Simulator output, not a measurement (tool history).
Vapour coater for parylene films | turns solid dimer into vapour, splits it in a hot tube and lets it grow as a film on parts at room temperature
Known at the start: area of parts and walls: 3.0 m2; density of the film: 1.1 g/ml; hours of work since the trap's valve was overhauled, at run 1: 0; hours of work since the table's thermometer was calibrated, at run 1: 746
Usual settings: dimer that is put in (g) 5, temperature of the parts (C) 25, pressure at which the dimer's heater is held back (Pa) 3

run    hour  dimer that is put in (g)  temperature of the parts (C)  pressure at which the dimer's heater is held back (Pa)  hours of work since the trap's valve was overhauled  hours of work since the table's thermometer was calibrated  thickness of the film (nm)
  1       0                         5                            25                                                       3                                                    0                                                         746                         990
  2    45.5                         5                            25                                                       3                                                   27                                                         773                         980
  3    97.1                         5                            25                                                       3                                                   57                                                         804                         980
  4   136.4                         5                            25                                                       3                                                   81                                                         827                         980
  5   195.8                         5                            29                                                       3                                                  116                                                         862                         820
  6   246.5                         5                            34                                                       3                                                  146                                                         892                         650
  7   299.1                         5                            34                                                       3                                                  177                                                         923                         670
  8   342.9                         5                            34                                                       3                                                  203                                                         949                         660
  9     401                         5                            34                                                       3                                                  237                                                         983                         660
      429.2  -- table's thermometer calibrated
 10   458.6                         5                            34                                                       3                                                  271                                                          17                         640
 11   487.3                         5                            25                                                       3                                                  287                                                          34                         930
 12     537                         2                            25                                                       3                                                  317                                                          64                         370
 13   597.3                         5                            25                                                       3                                                  352                                                          99                         910
 14     641                         5                            25                                                       3                                                  378                                                         125                         920
 15   708.2                         5                            25                                                       3                                                  418                                                         165                         900
        757  -- table's thermometer calibrated, once more
 16   774.1                         5                            25                                                       3                                                  456                                                          10                         960
 17   827.9                         5                            25                                                       3                                                  488                                                          42                         960
 18   892.3                         5                            29                                                       3                                                  526                                                          80                         800
 19   925.9                         6                            25                                                    6.16                                                  546                                                         100                        1010
      946.7  -- trap's valve overhauled
 20   959.4                         6                            25                                                     8.7                                                    7                                                         117                        1020
 21   991.4                         4                            25                                                    7.38                                                   26                                                         136                         690
 22  1050.5                         4                            36                                                     6.3                                                   61                                                         171                         440
 23  1099.7                         7                            32                                                    2.25                                                   90                                                         200                        1070
 24  1132.1                         8                            28                                                    2.17                                                  110                                                         219                        1430
 25  1163.8                         8                            28                                                    2.17                                                  128                                                         238                        1440
 26  1211.1                         8                            28                                                    2.17                                                  156                                                         266                        1450
 27  1244.7                         8                            28                                                    2.17                                                  176                                                         286                        1470
 28  1280.9                         8                            28                                                    2.17                                                  198                                                         307                        1440
 29  1334.4                         8                            28                                                    2.17                                                  229                                                         339                        1440
 30  1362.3                         3                            36                                                    3.39                                                  246                                                         355                         370
 31  1414.2                         3                            24                                                    2.63                                                  276                                                         386                         610
 32  1469.7                         6                            23                                                    2.23                                                  309                                                         419                        1290
 33  1535.6                         6                            23                                                    2.23                                                  348                                                         458                        1300
 34    1601                         6                            23                                                    2.23                                                  387                                                         497                        1280
 35  1651.4                         4                            27                                                    8.32                                                  417                                                         526                         600
 36  1706.7                         4                            27                                                    8.32                                                  449                                                         559                         600

3 ways to go on from here, each from the tool as it stands after run 36. What would each give?
  A  1765.6                         6                            18                                                    2.19                                                  484                                                         594                           ?
  B  1765.6                         4                            27                                                    4.44                                                  484                                                         594                           ?
  C  1765.6                         4                            26                                                       3                                                  484                                                         594                           ?

run  thickness of the film (nm)
  A                        1570
  B                         620
  C                         720
Without the tool's hidden state the same runs would have given:
run  thickness of the film (nm)
  A                        1700
  B                         680
  C                         780
